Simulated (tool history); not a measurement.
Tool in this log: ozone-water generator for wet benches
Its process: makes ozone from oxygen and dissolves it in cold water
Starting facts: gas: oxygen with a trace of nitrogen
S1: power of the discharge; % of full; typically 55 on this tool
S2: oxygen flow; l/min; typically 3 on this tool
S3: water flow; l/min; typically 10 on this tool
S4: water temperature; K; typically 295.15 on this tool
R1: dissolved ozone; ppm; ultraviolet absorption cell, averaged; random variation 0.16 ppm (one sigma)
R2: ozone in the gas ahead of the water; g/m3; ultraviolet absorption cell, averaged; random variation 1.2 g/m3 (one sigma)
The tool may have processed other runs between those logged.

{"run": 1, "day": 0.0, "S1": 55, "S2": 3, "S3": 10, "S4": 295.15, "R1": 17.9, "R2": 198.7}
{"run": 2, "day": 2.608, "S1": 55, "S2": 3, "S3": 10, "S4": 295.15, "R1": 18, "R2": 197}
{"run": 3, "day": 5.125, "S1": 55, "S2": 3, "S3": 10, "S4": 295.15, "R1": 17.9, "R2": 195}
{"run": 4, "day": 7.888, "S1": 55, "S2": 3, "S3": 10, "S4": 295.15, "R1": 17.6, "R2": 196.7}
{"run": 5, "day": 10.104, "S1": 55, "S2": 3, "S3": 10, "S4": 295.15, "R1": 17.7, "R2": 196.3}
{"run": 6, "day": 13.088, "S1": 55, "S2": 3, "S3": 10, "S4": 295.15, "R1": 17.8, "R2": 193.2}
{"run": 7, "day": 14.983, "S1": 55, "S2": 3, "S3": 10, "S4": 295.15, "R1": 17.3, "R2": 194.8}
{"run": 8, "day": 17.6, "S1": 55, "S2": 5.11, "S3": 10, "S4": 295.15, "R1": 17.5, "R2": 153.9}
{"run": 9, "day": 19.683, "S1": 55, "S2": 5.23, "S3": 11, "S4": 293.15, "R1": 16.4, "R2": 153.2}
{"run": 10, "day": 22.458, "S1": 59, "S2": 5.23, "S3": 11, "S4": 293.15, "R1": 17.4, "R2": 161.5}
{"run": 11, "day": 25.371, "S1": 70, "S2": 1.99, "S3": 14, "S4": 295.15, "R1": 13.5, "R2": 269.3}
{"run": 12, "day": 26.825, "S1": 70, "S2": 1.99, "S3": 14, "S4": 295.15, "R1": 13.9, "R2": 269.6}
{"day": 29.808, "done": "water thermometer calibrated"}
{"run": 13, "day": 29.808, "S1": 66, "S2": 1.51, "S3": 13, "S4": 289.15, "R1": 13.9, "R2": 289.4}
{"run": 14, "day": 31.212, "S1": 92, "S2": 4.32, "S3": 11, "S4": 292.15, "R1": 24.5, "R2": 237.1}
{"run": 15, "day": 33.479, "S1": 76, "S2": 3, "S3": 10, "S4": 295.15, "R1": 21.3, "R2": 239.4}

Forecast each of these 3 alternatives for the next run:
{"run": "A", "day": 35.262, "S1": 55, "S2": 4.57, "S3": 9, "S4": 295.15, "R1": "?", "R2": "?"}
{"run": "B", "day": 35.262, "S1": 51, "S2": 3, "S3": 9, "S4": 295.15, "R1": "?", "R2": "?"}
{"run": "C", "day": 35.262, "S1": 62, "S2": 1.63, "S3": 10, "S4": 288.15, "R1": "?", "R2": "?"}

run=A R1=18.4 R2=159.5
run=B R1=17.9 R2=180.4
run=C R1=18.4 R2=265.1
What these runs would have given with no unlogged condition in the tool:
run=A R1=22.6 R2=185
run=B R1=21.7 R2=207.3
run=C R1=23.1 R2=312.9
